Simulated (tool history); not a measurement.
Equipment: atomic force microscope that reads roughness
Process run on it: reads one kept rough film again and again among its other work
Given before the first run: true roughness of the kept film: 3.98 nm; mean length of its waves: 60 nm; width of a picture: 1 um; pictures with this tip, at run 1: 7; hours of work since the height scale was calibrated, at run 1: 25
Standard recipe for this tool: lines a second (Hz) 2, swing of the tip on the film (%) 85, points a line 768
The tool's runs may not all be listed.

run	hour	lines a second (Hz)	swing of the tip on the film (%)	points a line	pictures with this tip	hours of work since the height scale was calibrated	roughness of the kept film (nm (root mean square))
1	0	2	85	768	7	25	3.037
2	12.4	2	85	768	27	32	2.987
3	18.5	2	85	768	37	35	2.956
4	25.2	2	85	768	47	39	2.923
5	33.8	2	85	768	61	43	2.878
# hour 37: new tip fitted
6	41.2	2	85	768	7	47	3.066
7	51.5	2	85	768	24	53	3
8	60.7	2	85	768	38	58	2.955
9	72.8	2	85	320	58	64	2.876
# hour 78.1: new tip fitted
10	78.7	2	85	320	1	67	3.079
11	88.7	2	85	320	17	73	3.006
12	97.2	2	85	768	31	78	2.969
13	106.6	2	85	519	46	83	2.922
14	115.5	2	85	289	60	88	2.883
# hour 119.1: new tip fitted
15	128.2	2	85	289	15	94	3.012
16	139	2	85	289	32	100	2.942
17	151.8	2	85	289	52	107	2.893
18	159.1	2	85	289	64	111	2.854
# hour 160.1: new tip fitted
19	168.8	2	85	289	14	116	3.023
20	179.5	2	85	289	31	122	2.967
21	191.2	2	85	768	50	129	2.901
# hour 202: new tip fitted
22	204	2	85	768	3	135	3.086
23	209.5	2	85	768	12	138	3.011
24	217.4	2	85	768	25	143	3.002
25	229.5	3.32	58	768	44	149	3.339
26	240.5	2	61	392	62	155	3.333
# hour 243.7: new tip fitted
27	249.3	2	61	573	9	160	3.52
28	261.6	2	61	573	28	167	3.46
29	267.9	2.04	73	533	39	170	3.222
30	276.8	2.04	73	533	53	175	3.168
31	282.9	0.59	62	667	63	178	3.488
# hour 284.8: new tip fitted
32	292.6	3.36	64	536	12	183	3.342
33	298.5	3.36	77	842	22	187	2.924
34	306.8	0.76	67	1018	35	191	3.548
35	314.4	2	57	683	47	195	3.465
36	320.4	2	85	496	57	199	2.909
# hour 325.8: new tip fitted
37	333.3	0.83	56	326	12	205	3.657
38	343.5	0.83	56	326	28	211	3.597
39	351.3	0.89	74	363	40	215	3.437
40	361.7	0.89	74	363	57	221	3.335
# hour 367.3: new tip fitted
41	368.4	0.61	85	768	2	224	3.572
42	380.7	0.61	85	768	22	231	3.466
43	389.4	0.61	85	841	35	236	3.425
44	400.4	2.48	85	343	53	242	2.772
# hour 408.2: new tip fitted
45	410.4	3.85	81	344	3	247	2.772
46	417.9	0.79	85	272	15	251	3.414

Consider 4 possible next runs. They are alternatives, not a sequence: every one starts from the tool as it was left by run 46. What does each give?
A	425.5	2.03	85	768	27	256	?
B	425.5	3.79	85	491	27	256	?
C	425.5	0.72	68	287	27	256	?
D	425.5	0.79	85	450	27	256	?

run	roughness of the kept film (nm (root mean square))
A	2.959
B	2.535
C	3.545
D	3.376
Without the tool's unlogged condition, the same runs would have read:
run	roughness of the kept film (nm (root mean square))
A	3.063
B	2.624
C	3.669
D	3.494
